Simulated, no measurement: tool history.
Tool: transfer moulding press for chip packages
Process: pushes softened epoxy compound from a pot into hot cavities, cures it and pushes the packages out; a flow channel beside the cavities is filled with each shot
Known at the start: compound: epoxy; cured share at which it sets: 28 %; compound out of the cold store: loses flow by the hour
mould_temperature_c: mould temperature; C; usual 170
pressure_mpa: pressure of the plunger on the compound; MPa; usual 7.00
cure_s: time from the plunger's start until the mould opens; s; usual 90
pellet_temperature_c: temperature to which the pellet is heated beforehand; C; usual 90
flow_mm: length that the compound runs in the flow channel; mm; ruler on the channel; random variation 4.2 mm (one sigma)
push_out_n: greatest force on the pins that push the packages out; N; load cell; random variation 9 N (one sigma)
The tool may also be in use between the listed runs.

run	hour	mould_temperature_c	pressure_mpa	cure_s	pellet_temperature_c	incoming compound's hours out of the cold store	flow_mm	push_out_n
1	0.0	170	7.00	90	90	13.7	864	408
2	59.8	170	7.00	90	90	41.7	693	403
3	102.4	170	7.00	90	90	31.6	760	393
4	160.0	170	7.00	90	90	11.7	880	414
5	202.8	170	7.00	90	90	32.6	749	395
6	253.7	170	7.00	90	90	19.8	827	405
7	314.5	170	7.00	90	90	26.9	777	403
8	346.8	170	7.00	90	90	36.8	724	402
9	394.4	170	7.00	90	90	20.4	823	406
10	435.0	170	7.00	90	90	31.7	754	400
11	481.0	170	7.00	90	90	23.1	793	401
12	539.5	170	7.00	90	90	19.9	822	406
13	595.7	170	7.00	90	90	19.3	836	405
14	653.6	170	7.00	130	98	30.4	758	385
15	686.9	170	7.00	130	98	32.3	736	372
16	713.1	172	6.87	92	89	32.5	735	365
17	748.8	170	7.00	78	98	27.3	772	487
18	809.1	170	7.00	78	98	32.0	748	463
19	860.8	170	7.00	78	84	39.8	705	463
20	893.6	170	7.00	78	87	35.7	727	472
21	934.8	170	7.00	78	87	36.6	720	464
22	978.8	170	8.41	78	89	46.9	734	457
23	1006.6	170	8.41	78	89	16.0	933	497
24	1040.7	175	5.68	88	98	33.9	656	382
25	1075.5	175	5.68	88	98	13.2	761	366
26	1108.4	170	5.72	90	84	37.4	652	388

Not shown: 17 entries that the log had between the listed runs. Between which runs, and how does the tool's hidden state differ before and after?
Between runs 1 and 2: cavities cleaned with cleaning compound and waxed (hour 52.7)
  true mould temperature over the reading, C: 0 -> -0.01; pressure that reaches the compound, % of what is set: 99.83 -> 99.81; grip of the stained cavities, % over clean ones': 0.6 -> 0.2
Between runs 2 and 3: plunger's sealing rings changed (hour 83.3)
  pressure that reaches the compound, % of what is set: 99.81 -> 99.99; grip of the stained cavities, % over clean ones': 0.2 -> 0.7
Between runs 3 and 4: cavities cleaned with cleaning compound and waxed (hour 134.4)
  pressure that reaches the compound, % of what is set: 99.99 -> 99.97; grip of the stained cavities, % over clean ones': 0.7 -> 0.5
Between runs 5 and 6: cavities cleaned with cleaning compound and waxed (hour 212.3)
  pressure that reaches the compound, % of what is set: 99.96 -> 99.94; grip of the stained cavities, % over clean ones': 0.8 -> 0.6
Between runs 6 and 7: cavities cleaned with cleaning compound and waxed (hour 293.8)
  pressure that reaches the compound, % of what is set: 99.94 -> 99.92; grip of the stained cavities, % over clean ones': 0.6 -> 0.4
Between runs 8 and 9: cavities cleaned with cleaning compound and waxed (hour 373.7)
  pressure that reaches the compound, % of what is set: 99.91 -> 99.89; grip of the stained cavities, % over clean ones': 0.7 -> 0.4
Between runs 10 and 11: cavities cleaned with cleaning compound and waxed (hour 453.3)
  pressure that reaches the compound, % of what is set: 99.88 -> 99.86; grip of the stained cavities, % over clean ones': 0.8 -> 0.5
Between runs 11 and 12: cavities cleaned with cleaning compound and waxed (hour 533.3)
  pressure that reaches the compound, % of what is set: 99.86 -> 99.84; grip of the stained cavities, % over clean ones': 0.5 -> 0.2
Between runs 13 and 14: cavities cleaned with cleaning compound and waxed (hour 611.1); plunger's sealing rings changed (hour 622.8)
  pressure that reaches the compound, % of what is set: 99.82 -> 99.98; grip of the stained cavities, % over clean ones': 0.8 -> 0.6
Between runs 15 and 16: cavities cleaned with cleaning compound and waxed (hour 691.2)
  pressure that reaches the compound, % of what is set: 99.97 -> 99.96; grip of the stained cavities, % over clean ones': 0.8 -> 0.4
Between runs 17 and 18: cavities cleaned with cleaning compound and waxed (hour 772.8)
  pressure that reaches the compound, % of what is set: 99.94 -> 99.92; grip of the stained cavities, % over clean ones': 0.8 -> 0.6
Between runs 18 and 19: mould's thermocouples calibrated (hour 829.1); cavities cleaned with cleaning compound and waxed (hour 853.5)
  true mould temperature over the reading, C: -0.02 -> 0; pressure that reaches the compound, % of what is set: 99.92 -> 99.9; grip of the stained cavities, % over clean ones': 0.6 -> 0.2
Between runs 20 and 21: cavities cleaned with cleaning compound and waxed (hour 933.0)
  pressure that reaches the compound, % of what is set: 99.89 -> 99.88; grip of the stained cavities, % over clean ones': 0.7 -> 0.1
Between runs 23 and 24: cavities cleaned with cleaning compound and waxed (hour 1012.2)
  pressure that reaches the compound, % of what is set: 99.85 -> 99.84; grip of the stained cavities, % over clean ones': 0.9 -> 0.5
Between runs 25 and 26: cavities cleaned with cleaning compound and waxed (hour 1094.0)
  pressure that reaches the compound, % of what is set: 99.82 -> 99.81; grip of the stained cavities, % over clean ones': 0.8 -> 0.3
